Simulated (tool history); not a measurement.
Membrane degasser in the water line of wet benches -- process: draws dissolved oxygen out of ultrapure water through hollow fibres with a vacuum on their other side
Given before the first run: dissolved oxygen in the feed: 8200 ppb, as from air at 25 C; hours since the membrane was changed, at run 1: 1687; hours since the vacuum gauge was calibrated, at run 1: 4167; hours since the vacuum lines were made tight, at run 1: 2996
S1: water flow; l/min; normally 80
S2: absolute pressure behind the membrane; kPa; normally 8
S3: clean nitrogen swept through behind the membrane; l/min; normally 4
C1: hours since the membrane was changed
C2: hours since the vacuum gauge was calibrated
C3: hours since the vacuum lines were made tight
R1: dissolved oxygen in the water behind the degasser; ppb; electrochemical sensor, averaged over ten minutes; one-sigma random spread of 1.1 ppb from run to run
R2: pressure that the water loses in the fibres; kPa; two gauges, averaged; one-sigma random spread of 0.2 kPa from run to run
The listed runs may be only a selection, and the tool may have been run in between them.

run,day,S1,S2,S3,C1,C2,C3,R1,R2
1,0,80,8,4,1687,4167,2996,217.6,46.06
2,5.533,80,12.97,4,1820,4300,3129,423.5,45.56
3,8.904,80,12.97,4,1901,4381,3210,421.1,45.91
4,12.933,80,7.17,4,1997,4478,3307,181.3,45.87
5,16.288,80,16.7,4,2078,4558,3387,577.1,45.76
6,21.871,99,8,4,2212,4692,3521,266.6,56.67
7,26.842,80,8,4,2331,4811,3640,218,45.57
8,30.475,75,8,4,2418,4899,3728,203.6,43.14
9,34.158,75,8,4,2507,4987,3816,204.1,42.96
10,39.321,75,8,4,2631,5111,3940,203.7,42.8
11,43.796,75,8,4,2738,5218,4047,204.7,43.15
12,48.783,75,8,4,2858,5338,4167,202.5,42.51
13,51.262,75,8,4,2917,5398,4226,204.6,42.76
14,55.308,80,8,7.84,3014,5495,4324,122,46
15,59.075,80,8,3.88,3105,5585,4414,221.7,46.09
16,63.342,80,8,3.88,3207,5687,4516,224.2,45.59
17,68.142,80,8,3.88,3322,5803,4632,222.8,45.92
18,71.479,101,8,5.23,3402,5883,4712,221.6,57.76
19,75.292,80,6.8,4,3494,5974,4803,165.7,45.91
20,80.954,97,8,3.1,3630,6110,4939,321.1,55.37
21,84.775,97,8,3.1,3721,6202,5031,318.8,55.94
# day 87.425: seals of the vacuum lines changed
22,87.575,97,8,3.1,3787,6267,4,318.6,56.03
23,90.317,97,8,3.1,3852,6333,69,321.3,55.87
24,93.067,115,8,3.15,3918,6399,135,372.1,65.55
25,96.3,115,8,3.15,3996,6476,213,368.5,65.77
26,99.708,89,9.11,2.04,4078,6558,295,492.9,50.97
27,102.838,80,8,4.26,4153,6633,370,204.7,45.63
28,105.492,80,19.9,4.48,4217,6697,434,636.4,45.73
29,111.483,85,6.94,8.96,4360,6841,577,92.4,48.59
30,114.733,85,11.32,8.75,4438,6919,655,191.2,48.53
31,117.417,121,6.24,2.3,4503,6983,720,323.6,69.15

Consider 4 possible next runs. They are alternatives, not a sequence: every one starts from the tool as it was left by run 31. What does each give?
# day 121.388: vacuum gauge calibrated
A,121.388,64,5.22,1.82,4598,0,815,?,?
# day 121.388: vacuum gauge calibrated
B,121.388,65,12.34,2.3,4598,0,815,?,?
# day 121.388: vacuum gauge calibrated
C,121.388,82,8,4,4598,0,815,?,?
# day 121.388: vacuum gauge calibrated
D,121.388,80,8.98,2.84,4598,0,815,?,?

run,R1,R2
A,146.5,36.6
B,520.8,37.12
C,223.7,46.54
D,342.8,45.54
With the hidden condition removed and each run's random variation left untouched, the same runs would have given:
run,R1,R2
A,146.6,36.57
B,520.8,37.09
C,223.8,46.51
D,342.8,45.52
